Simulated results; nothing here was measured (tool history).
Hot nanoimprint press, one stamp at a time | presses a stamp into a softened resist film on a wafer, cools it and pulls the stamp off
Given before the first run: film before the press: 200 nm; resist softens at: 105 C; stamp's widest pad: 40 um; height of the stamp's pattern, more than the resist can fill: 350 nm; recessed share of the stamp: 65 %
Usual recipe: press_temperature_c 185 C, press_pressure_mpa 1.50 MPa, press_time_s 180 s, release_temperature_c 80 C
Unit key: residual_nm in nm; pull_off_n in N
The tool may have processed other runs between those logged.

| run | hour | press_temperature_c | press_pressure_mpa | press_time_s | release_temperature_c | residual_nm | pull_off_n |
|---|---|---|---|---|---|---|---|
| 1 | 0.0 | 185 | 1.50 | 180 | 80 | 93.6 | 180 |
| 2 | 10.1 | 185 | 1.50 | 180 | 80 | 93.5 | 177 |
| 3 | 23.8 | 185 | 1.50 | 180 | 80 | 93.9 | 179 |
|  | 37.0 | stamp cleaned and given a new release coat |
| 4 | 47.5 | 185 | 1.65 | 180 | 80 | 89.4 | 154 |
| 5 | 67.4 | 185 | 1.13 | 180 | 80 | 106.9 | 157 |
| 6 | 81.0 | 185 | 1.50 | 180 | 80 | 93.4 | 156 |
| 7 | 92.6 | 185 | 1.50 | 180 | 80 | 93.5 | 159 |
|  | 98.8 | plate thermocouple calibrated |
| 8 | 110.7 | 185 | 1.50 | 180 | 80 | 100.4 | 167 |
| 9 | 125.6 | 177 | 1.50 | 180 | 80 | 126.1 | 166 |
| 10 | 136.3 | 177 | 1.50 | 180 | 80 | 126.2 | 165 |
| 11 | 152.0 | 185 | 1.50 | 180 | 80 | 99.9 | 165 |
| 12 | 174.4 | 185 | 1.50 | 190 | 80 | 97.8 | 167 |
| 13 | 197.2 | 185 | 1.50 | 180 | 80 | 99.7 | 169 |
| 14 | 208.7 | 185 | 1.50 | 180 | 80 | 99.7 | 170 |
| 15 | 225.6 | 185 | 1.50 | 180 | 69 | 99.1 | 194 |
| 16 | 246.3 | 185 | 1.50 | 180 | 69 | 99.6 | 196 |
| 17 | 257.1 | 193 | 0.93 | 118 | 69 | 113.6 | 197 |

Forecast run 18:
| 18 | 275.0 | 194 | 0.92 | 180 | 80 | ? | ? |

{"run 18": {"residual_nm": 97.4, "pull_off_n": 171}}
With the hidden condition absent and the run-to-run variation left alone, this run would have shown residual_nm 97.7 nm, pull_off_n 159 N.
